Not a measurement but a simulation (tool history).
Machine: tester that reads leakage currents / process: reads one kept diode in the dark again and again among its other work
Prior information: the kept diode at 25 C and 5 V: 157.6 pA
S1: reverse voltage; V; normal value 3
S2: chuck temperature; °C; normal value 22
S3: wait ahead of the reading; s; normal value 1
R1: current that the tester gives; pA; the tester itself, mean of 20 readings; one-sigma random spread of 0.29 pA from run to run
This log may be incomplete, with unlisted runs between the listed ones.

run	hour	S1	S2	S3	R1
1	0	3	22	1	100.77
2	87.9	3	22	1	100.88
3	156.6	3	22	1	100.5
4	292.3	3	22	1	100.98
5	356.9	3	22	1	101.32
6	473.5	3	22	1	101.65
7	573.7	3	22	1	102.11
8	694.7	3	22	1	102.28
9	759.8	3	22	1	102
10	851.4	3	22	1	102.25
11	943.1	3	22	1	102.31
12	1009.3	3	22	1	102.43
13	1101.8	3	22	1	102.6
14	1167.6	3	22	1	103.16
15	1245.7	3	58	1	1927.47
16	1310.8	3	22	3.37	102.38
# hour 1353.8: probe card cleaned and baked
17	1444.1	3	45	1	721.31
18	1536.2	3	45	1	718.74
19	1618.9	3	45	1	722.1
20	1721.5	3	22	0.32	104.3
21	1792.2	3	22	5.92	101.82
22	1854.4	3	22	5.92	102.43
23	1933.4	12.48	54	0.45	2547.63
24	2011.5	1.5	22	1	77.89

Run 25 comes next. What will it give?
25	2142.2	1.5	22	1	?

R1: 78.35 pA
With no hidden state in the tool, this same run would have given R1 75 pA.
